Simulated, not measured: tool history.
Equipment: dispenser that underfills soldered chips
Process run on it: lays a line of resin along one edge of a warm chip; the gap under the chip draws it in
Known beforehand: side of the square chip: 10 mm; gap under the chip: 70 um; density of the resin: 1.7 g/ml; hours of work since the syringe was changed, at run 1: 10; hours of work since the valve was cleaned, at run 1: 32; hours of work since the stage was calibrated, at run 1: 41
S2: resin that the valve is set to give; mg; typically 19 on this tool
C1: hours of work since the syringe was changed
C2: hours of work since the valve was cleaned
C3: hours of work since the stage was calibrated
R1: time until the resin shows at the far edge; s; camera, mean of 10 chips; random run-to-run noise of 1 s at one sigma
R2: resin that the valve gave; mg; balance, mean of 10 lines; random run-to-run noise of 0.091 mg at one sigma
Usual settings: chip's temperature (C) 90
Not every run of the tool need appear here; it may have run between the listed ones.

run 1 hour=0 | chip's_temperature_(C)=90 S2=19 | C1=10 C2=32 C3=41 | R1=197.6 R2=18.66
-- hour=1.6 new syringe of resin
run 2 hour=4.6 | chip's_temperature_(C)=90 S2=19 | C1=2 C2=35 C3=44 | R1=108.9 R2=18.66
run 3 hour=9.7 | chip's_temperature_(C)=90 S2=19 | C1=5 C2=38 C3=47 | R1=140.7 R2=18.77
run 4 hour=15.1 | chip's_temperature_(C)=90 S2=19 | C1=9 C2=42 C3=50 | R1=178.4 R2=18.52
-- hour=19.3 new syringe of resin
run 5 hour=19.9 | chip's_temperature_(C)=90 S2=19 | C1=0 C2=45 C3=53 | R1=98.8 R2=18.51
run 6 hour=25.6 | chip's_temperature_(C)=90 S2=19 | C1=4 C2=48 C3=57 | R1=131 R2=18.48
run 7 hour=29.7 | chip's_temperature_(C)=90 S2=19 | C1=7 C2=51 C3=60 | R1=156.1 R2=18.37
run 8 hour=35.6 | chip's_temperature_(C)=90 S2=19 | C1=10 C2=55 C3=63 | R1=204.1 R2=18.49
-- hour=37.3 new syringe of resin
run 9 hour=40.6 | chip's_temperature_(C)=90 S2=22.5 | C1=2 C2=58 C3=66 | R1=109.1 R2=21.82
run 10 hour=44.1 | chip's_temperature_(C)=90 S2=22.5 | C1=4 C2=60 C3=69 | R1=127.5 R2=21.79
run 11 hour=47.6 | chip's_temperature_(C)=90 S2=22.5 | C1=7 C2=62 C3=71 | R1=150.4 R2=21.77
run 12 hour=50.7 | chip's_temperature_(C)=90 S2=22.5 | C1=9 C2=64 C3=73 | R1=169.3 R2=21.73
-- hour=55.1 new syringe of resin
run 13 hour=56.2 | chip's_temperature_(C)=83 S2=19.4 | C1=1 C2=68 C3=76 | R1=134.8 R2=18.63
run 14 hour=61.1 | chip's_temperature_(C)=77 S2=19 | C1=4 C2=71 C3=79 | R1=220.7 R2=18.17
run 15 hour=65.6 | chip's_temperature_(C)=77 S2=19 | C1=7 C2=74 C3=82 | R1=274 R2=18.13
run 16 hour=71.7 | chip's_temperature_(C)=90 S2=20.3 | C1=11 C2=77 C3=86 | R1=200.6 R2=19.42
-- hour=73 new syringe of resin
run 17 hour=76.4 | chip's_temperature_(C)=90 S2=20.3 | C1=2 C2=80 C3=89 | R1=110.3 R2=19.46
run 18 hour=82.6 | chip's_temperature_(C)=96 S2=20.4 | C1=6 C2=84 C3=93 | R1=114.6 R2=19.28
run 19 hour=88.9 | chip's_temperature_(C)=85 S2=23.6 | C1=10 C2=88 C3=97 | R1=244.4 R2=22.24
-- hour=90.8 new syringe of resin
run 20 hour=95.3 | chip's_temperature_(C)=100 S2=18.5 | C1=3 C2=92 C3=101 | R1=78.6 R2=17.39
run 21 hour=100.2 | chip's_temperature_(C)=100 S2=22.3 | C1=6 C2=95 C3=104 | R1=96.3 R2=21.09

Consider 4 possible next runs. They are alternatives, not a sequence: every one starts from the tool as it was left by run 21. What does each give?
run A hour=103.5 | chip's_temperature_(C)=96 S2=23 | C1=8 C2=97 C3=106 | R1=? R2=?
run B hour=103.5 | chip's_temperature_(C)=99 S2=23.5 | C1=8 C2=97 C3=106 | R1=? R2=?
run C hour=103.5 | chip's_temperature_(C)=91 S2=23.7 | C1=8 C2=97 C3=106 | R1=? R2=?
run D hour=103.5 | chip's_temperature_(C)=82 S2=17.7 | C1=8 C2=97 C3=106 | R1=? R2=?

run=A R1=133.1 R2=21.78
run=B R1=116.7 R2=21.93
run=C R1=158.8 R2=22.26
run=D R1=241.2 R2=16.68
Stripped of hidden state, with their random variation kept, the same runs would have yielded:
run=A R1=75.9 R2=23.15
run=B R1=66.8 R2=23.3
run=C R1=90.7 R2=23.66
run=D R1=136.6 R2=17.73
